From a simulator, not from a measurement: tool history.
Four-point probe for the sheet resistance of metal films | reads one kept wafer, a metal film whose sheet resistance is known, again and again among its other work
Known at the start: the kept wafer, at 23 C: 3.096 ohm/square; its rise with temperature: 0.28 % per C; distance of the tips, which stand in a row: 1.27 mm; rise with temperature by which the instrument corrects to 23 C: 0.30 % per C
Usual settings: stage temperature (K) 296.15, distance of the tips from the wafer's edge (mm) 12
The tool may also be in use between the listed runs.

| run | hour | stage temperature (K) | distance of the tips from the wafer's edge (mm) | sheet resistance as the instrument gives it (ohm/square) |
|---|---|---|---|---|
| 1 | 0.0 | 296.15 | 12 | 3.127639 |
| 2 | 17.7 | 296.15 | 12 | 3.127084 |
| 3 | 28.3 | 305.15 | 12 | 3.122408 |
| 4 | 41.2 | 305.15 | 12 | 3.121717 |
| 5 | 59.6 | 305.15 | 12 | 3.121541 |
| 6 | 78.7 | 305.15 | 12 | 3.121242 |
| 7 | 89.2 | 305.15 | 12 | 3.122085 |
| 8 | 97.4 | 296.15 | 24 | 3.112941 |
| 9 | 115.1 | 296.15 | 24 | 3.113603 |
| 10 | 130.0 | 296.15 | 5 | 3.213823 |
| 11 | 148.4 | 296.15 | 5 | 3.212642 |
| 12 | 157.0 | 296.15 | 5 | 3.212558 |
| 13 | 175.8 | 296.15 | 5 | 3.213753 |
| 14 | 191.2 | 308.15 | 12 | 3.119878 |
| 15 | 207.8 | 308.15 | 12 | 3.120959 |
| 16 | 220.9 | 296.15 | 35 | 3.111559 |
| 17 | 229.2 | 296.15 | 35 | 3.112029 |
| 18 | 246.9 | 296.15 | 35 | 3.111724 |
| 19 | 257.5 | 296.15 | 35 | 3.110377 |
| 20 | 267.8 | 296.15 | 35 | 3.111130 |
| 21 | 284.7 | 296.15 | 12 | 3.127462 |
| 22 | 294.3 | 296.15 | 35 | 3.111211 |
| 23 | 311.8 | 296.15 | 35 | 3.112144 |
| 24 | 325.7 | 291.15 | 12 | 3.131162 |
| 25 | 339.0 | 300.15 | 9 | 3.139207 |
| 26 | 356.0 | 300.15 | 9 | 3.139208 |
| 27 | 369.5 | 304.15 | 36 | 3.106007 |
| 28 | 379.9 | 297.15 | 6 | 3.182602 |
| 29 | 389.4 | 301.15 | 39 | 3.107844 |
| 30 | 409.3 | 296.15 | 12 | 3.128316 |
| 31 | 428.5 | 293.15 | 53 | 3.112124 |
| 32 | 445.2 | 293.15 | 53 | 3.111354 |
| 33 | 458.5 | 293.15 | 53 | 3.112683 |
| 34 | 477.6 | 293.15 | 20 | 3.117590 |
| 35 | 485.9 | 293.15 | 20 | 3.118832 |
| 36 | 495.9 | 293.15 | 20 | 3.118350 |
| 37 | 509.6 | 293.15 | 13 | 3.126391 |
| 38 | 519.5 | 293.15 | 13 | 3.127749 |
| 39 | 527.7 | 294.15 | 44 | 3.112882 |
| 40 | 545.4 | 295.15 | 9 | 3.145281 |
| 41 | 563.2 | 295.15 | 9 | 3.144227 |
| 42 | 571.9 | 298.15 | 38 | 3.110170 |
| 43 | 582.8 | 298.15 | 38 | 3.110081 |
| 44 | 596.8 | 298.15 | 38 | 3.109311 |
| 45 | 609.8 | 298.15 | 38 | 3.111188 |

Forecast each of these 4 alternatives for the next run:
| A | 623.7 | 294.15 | 74 | ? |
| B | 623.7 | 296.15 | 62 | ? |
| C | 623.7 | 299.15 | 24 | ? |
| D | 623.7 | 295.15 | 64 | ? |

| run | sheet resistance as the instrument gives it (ohm/square) |
|---|---|
| A | 3.112102 |
| B | 3.110540 |
| C | 3.112155 |
| D | 3.111374 |
Without the tool's hidden state the same runs would have given:
| run | sheet resistance as the instrument gives it (ohm/square) |
|---|---|
| A | 3.098043 |
| B | 3.096500 |
| C | 3.098128 |
| D | 3.097325 |
